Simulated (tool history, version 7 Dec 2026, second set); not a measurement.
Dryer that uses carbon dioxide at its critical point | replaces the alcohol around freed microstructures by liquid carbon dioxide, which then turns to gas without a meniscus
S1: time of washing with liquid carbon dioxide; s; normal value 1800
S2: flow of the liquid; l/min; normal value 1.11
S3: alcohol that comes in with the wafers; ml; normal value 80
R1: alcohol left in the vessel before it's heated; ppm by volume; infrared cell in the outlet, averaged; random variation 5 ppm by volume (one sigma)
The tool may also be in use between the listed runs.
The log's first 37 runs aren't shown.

run   hour    S1    S2  S3   R1
 38  399.8  1800  0.72  41  139
 39  406.9  1800  0.72  41  150
 40  415.8  2160  1.76  69   45
 41  427.4  2400  1.47  39   49
 42  437.3  2100  0.68  38  115
 43  446.6  1740  0.74  38  160
 44  454.0  1920  1.69  27   46
 45  461.8  1920  1.69  31   49
 46  470.2  1920  1.69  31   60
 47  479.2  1200  1.69  57   70
 48  485.7  1200  1.69  57   72

Alternative continuations, all from the tool just after run 48; predict every row:
  A  500.1  1200  1.69  81   ?
  B  500.1  1560  1.88  57   ?
  C  500.1  1620  1.64  57   ?

run  R1
  A  90
  B  59
  C  58
What these runs would have given with no unlogged condition in the tool:
run  R1
  A  29
  B   9
  C   4
